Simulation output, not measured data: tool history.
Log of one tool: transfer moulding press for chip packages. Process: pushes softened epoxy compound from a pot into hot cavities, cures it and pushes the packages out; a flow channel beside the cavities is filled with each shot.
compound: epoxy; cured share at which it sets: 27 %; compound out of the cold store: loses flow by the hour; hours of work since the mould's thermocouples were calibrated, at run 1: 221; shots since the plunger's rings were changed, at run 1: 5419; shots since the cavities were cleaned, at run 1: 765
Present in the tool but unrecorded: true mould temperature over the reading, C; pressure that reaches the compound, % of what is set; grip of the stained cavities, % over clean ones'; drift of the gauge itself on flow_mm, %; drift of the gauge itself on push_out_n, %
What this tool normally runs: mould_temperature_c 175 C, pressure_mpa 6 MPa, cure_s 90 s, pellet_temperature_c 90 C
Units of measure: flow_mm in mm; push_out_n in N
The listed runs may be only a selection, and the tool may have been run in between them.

run	hour	mould_temperature_c	pressure_mpa	cure_s	pellet_temperature_c	hours of work since the mould's thermocouples were calibrated	shots since the plunger's rings were changed	shots since the cavities were cleaned	incoming compound's hours out of the cold store	flow_mm	push_out_n
1	0	175	6	90	90	221	5419	765	22.2	518	229
# hour 13.2: cavities cleaned with cleaning compound and waxed
2	20.7	175	6	90	90	236	5715	116	12.9	543	232
3	48.4	175	6	90	90	257	6142	543	16.9	529	232
# hour 58: plunger's sealing rings changed
# hour 77.6: cavities cleaned with cleaning compound and waxed
4	77.6	175	6	90	90	276	279	0	35.2	487	219
5	105.6	175	6	90	90	297	710	431	32.7	492	222
6	135.3	175	6	90	90	320	1166	887	44.2	465	229
# hour 139.7: cavities cleaned with cleaning compound and waxed
7	167.4	175	6	90	90	343	1638	426	40	478	217
8	187.3	178	6	90	90	358	1945	733	32.7	486	187
# hour 201.6: cavities cleaned with cleaning compound and waxed
9	209.6	178	6	90	90	374	2264	123	46.4	455	192
10	243.9	175	6	90	90	400	2793	652	25.5	510	227
# hour 264: cavities cleaned with cleaning compound and waxed
11	268.2	175	6	90	90	417	3144	65	11.4	544	228
12	295.3	175	6	109	90	438	3561	482	33.8	492	185
# hour 328.4: cavities cleaned with cleaning compound and waxed
13	330.4	175	6	112	90	463	4078	31	14.5	541	183
14	344.4	175	5.68	96	90	474	4293	246	16.1	520	209
15	371.5	175	5.68	96	90	494	4711	664	21.5	507	215
# hour 390.9: cavities cleaned with cleaning compound and waxed
16	397	170	6	102	83	513	5081	95	24	525	230
17	417.3	170	6	102	83	528	5393	407	16.2	547	244
18	450.4	170	6	102	83	553	5903	917	20.3	533	243
# hour 454.2: cavities cleaned with cleaning compound and waxed
# hour 476: plunger's sealing rings changed
19	487.1	170	6	102	83	578	170	468	26.6	518	242
20	504.1	170	6	102	83	591	432	730	14.6	550	239
# hour 520: cavities cleaned with cleaning compound and waxed
21	538.4	172	4.53	97	99	616	938	284	45.5	403	221
22	568.3	171	6.77	115	88	638	1398	744	43.5	505	192
# hour 583.9: cavities cleaned with cleaning compound and waxed
23	599.3	171	6.77	84	88	661	1853	238	29.4	538	323

For each entry between runs, how does the tool's hidden state at the last listed run before it compare with that at the first listed run after it?
Logged between run 1 and run 2: cavities cleaned with cleaning compound and waxed (hour 13.2)
  pressure that reaches the compound, % of what is set: 99.84 -> 99.83; grip of the stained cavities, % over clean ones': 0.9 -> 0.2
Logged between run 3 and run 4: plunger's sealing rings changed (hour 58); cavities cleaned with cleaning compound and waxed (hour 77.6)
  pressure that reaches the compound, % of what is set: 99.82 -> 99.99; grip of the stained cavities, % over clean ones': 0.8 -> 0
Logged between run 6 and run 7: cavities cleaned with cleaning compound and waxed (hour 139.7)
  pressure that reaches the compound, % of what is set: 99.96 -> 99.95; grip of the stained cavities, % over clean ones': 1.1 -> 0.6
Logged between run 8 and run 9: cavities cleaned with cleaning compound and waxed (hour 201.6)
  pressure that reaches the compound, % of what is set: 99.94 -> 99.93; grip of the stained cavities, % over clean ones': 0.9 -> 0.2
Logged between run 10 and run 11: cavities cleaned with cleaning compound and waxed (hour 264)
  pressure that reaches the compound, % of what is set: 99.92 -> 99.91; grip of the stained cavities, % over clean ones': 0.9 -> 0.1
Logged between run 12 and run 13: cavities cleaned with cleaning compound and waxed (hour 328.4)
  pressure that reaches the compound, % of what is set: 99.89 -> 99.88; grip of the stained cavities, % over clean ones': 0.7 -> 0.1
Logged between run 15 and run 16: cavities cleaned with cleaning compound and waxed (hour 390.9)
  pressure that reaches the compound, % of what is set: 99.86 -> 99.85; grip of the stained cavities, % over clean ones': 0.9 -> 0.2
Logged between run 18 and run 19: cavities cleaned with cleaning compound and waxed (hour 454.2); plunger's sealing rings changed (hour 476)
  true mould temperature over the reading, C: -0.01 -> -0.02; pressure that reaches the compound, % of what is set: 99.83 -> 99.99; grip of the stained cavities, % over clean ones': 1.1 -> 0.7
Logged between run 20 and run 21: cavities cleaned with cleaning compound and waxed (hour 520)
  pressure that reaches the compound, % of what is set: 99.98 -> 99.97; grip of the stained cavities, % over clean ones': 1 -> 0.5
Logged between run 22 and run 23: cavities cleaned with cleaning compound and waxed (hour 583.9)
  pressure that reaches the compound, % of what is set: 99.96 -> 99.94; grip of the stained cavities, % over clean ones': 0.9 -> 0.4
